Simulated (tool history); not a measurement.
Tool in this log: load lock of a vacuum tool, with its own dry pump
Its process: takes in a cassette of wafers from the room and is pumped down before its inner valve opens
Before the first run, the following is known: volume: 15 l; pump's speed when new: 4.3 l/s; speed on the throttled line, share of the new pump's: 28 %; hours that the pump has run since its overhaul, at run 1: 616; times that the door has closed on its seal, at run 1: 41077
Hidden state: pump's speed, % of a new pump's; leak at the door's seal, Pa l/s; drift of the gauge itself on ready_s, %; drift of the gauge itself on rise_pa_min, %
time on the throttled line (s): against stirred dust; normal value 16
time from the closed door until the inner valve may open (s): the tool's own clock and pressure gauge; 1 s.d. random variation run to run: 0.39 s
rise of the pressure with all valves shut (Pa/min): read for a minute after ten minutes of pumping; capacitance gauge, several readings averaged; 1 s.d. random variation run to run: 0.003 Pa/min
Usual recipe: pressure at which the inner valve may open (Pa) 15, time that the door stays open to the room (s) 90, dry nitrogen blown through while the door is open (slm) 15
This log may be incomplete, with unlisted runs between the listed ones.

run,day,time on the throttled line (s),pressure at which the inner valve may open (Pa),time that the door stays open to the room (s),dry nitrogen blown through while the door is open (slm),hours that the pump has run since its overhaul,times that the door has closed on its seal,"incoming humidity of the room's air, %",time from the closed door until the inner valve may open (s),rise of the pressure with all valves shut (Pa/min)
1,0,16,15,90,15,616,41077,45,43.4,0.234
2,11.7,16,15,90,15,897,41806,46.7,43.8,0.24
3,32.225,28,15,90,15,1389,43084,45.9,51.8,0.248
4,53.196,28,15,90,15,1892,44389,38.7,51.4,0.252
5,69.821,28,15,90,15,2291,45424,45.4,52.9,0.266
6,84.058,16,15,90,15,2633,46311,45.3,43.7,0.274
7,95.771,16,15,90,15,2914,47040,45.4,44.1,0.275
8,119.246,29,15,90,15,3478,48501,46.1,53.5,0.294
9,141.746,29,15,90,15,4018,49902,49.3,53,0.302
10,164.675,22,15,90,15,4568,51329,45.7,49,0.314
11,185.554,16,26,90,7,5069,52629,44.8,41.9,0.329

Here are 5 independent what-if runs from the current tool condition. What would each one return?
A,196.954,16,15,114,7,5343,53339,46.1,?,?
B,196.954,9,16,70,7,5343,53339,47.1,?,?
C,196.954,14,23,189,15,5343,53339,48.2,?,?
D,196.954,21,29,56,15,5343,53339,43.2,?,?
E,196.954,16,15,154,15,5343,53339,45,?,?

run,time from the closed door until the inner valve may open (s),rise of the pressure with all valves shut (Pa/min)
A,43.7,0.342
B,39.3,0.339
C,41.6,0.344
D,46.5,0.33
E,44.3,0.34
Without the tool's hidden state the same runs would have given:
run,time from the closed door until the inner valve may open (s),rise of the pressure with all valves shut (Pa/min)
A,41.7,0.051
B,37.2,0.044
C,39.7,0.052
D,44.7,0.034
E,42.3,0.039
